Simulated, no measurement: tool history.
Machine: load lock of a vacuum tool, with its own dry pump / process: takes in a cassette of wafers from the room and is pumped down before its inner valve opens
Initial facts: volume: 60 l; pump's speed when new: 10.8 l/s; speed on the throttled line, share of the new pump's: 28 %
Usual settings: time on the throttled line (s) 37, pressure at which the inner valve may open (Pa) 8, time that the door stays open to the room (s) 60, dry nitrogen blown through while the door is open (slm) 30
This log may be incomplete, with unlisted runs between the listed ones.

run,hour,time on the throttled line (s),pressure at which the inner valve may open (Pa),time that the door stays open to the room (s),dry nitrogen blown through while the door is open (slm),"incoming humidity of the room's air, %",time from the closed door until the inner valve may open (s),rise of the pressure with all valves shut (Pa/min)
1,0,37,8,60,30,45,81.3,0.068
2,66.7,37,8,60,30,44,80.8,0.073
3,162.4,37,8,60,4,45.7,80.3,0.096
4,293,37,8,60,4,45.1,80,0.098
5,407.1,37,7,60,30,44.4,81.4,0.075
6,487,37,7,60,30,43.8,81,0.083
7,553.1,37,11,60,30,43.9,79.2,0.078
8,620.9,37,11,60,30,46.2,78.3,0.083
9,737.7,37,11,60,30,47.7,79.2,0.089
10,837.1,37,11,60,30,42.7,78.6,0.09
11,908.1,37,11,60,30,42.6,78.6,0.086
12,1043.5,19,11,31,30,41.5,65.3,0.082
13,1128.6,19,11,31,30,46,65.9,0.084
14,1261.9,18,8,166,10,42.7,66.6,0.12
15,1379.3,40,9,42,19,47.7,82.1,0.095
16,1490.5,40,7,42,7,46.1,84,0.114
17,1614.3,58,13,33,39,47.1,91.3,0.092
18,1736,58,13,33,39,46.7,92.7,0.096
19,1829.2,45,8,158,30,45.9,86.3,0.113

Forecast run 20:
20,1958.2,37,7,60,30,42.8,?,?

time from the closed door until the inner valve may open (s): 82
rise of the pressure with all valves shut (Pa/min): 0.108
Had the tool carried no hidden state, the very same run would have given time from the closed door until the inner valve may open (s) 80.7, rise of the pressure with all valves shut (Pa/min) 0.031.

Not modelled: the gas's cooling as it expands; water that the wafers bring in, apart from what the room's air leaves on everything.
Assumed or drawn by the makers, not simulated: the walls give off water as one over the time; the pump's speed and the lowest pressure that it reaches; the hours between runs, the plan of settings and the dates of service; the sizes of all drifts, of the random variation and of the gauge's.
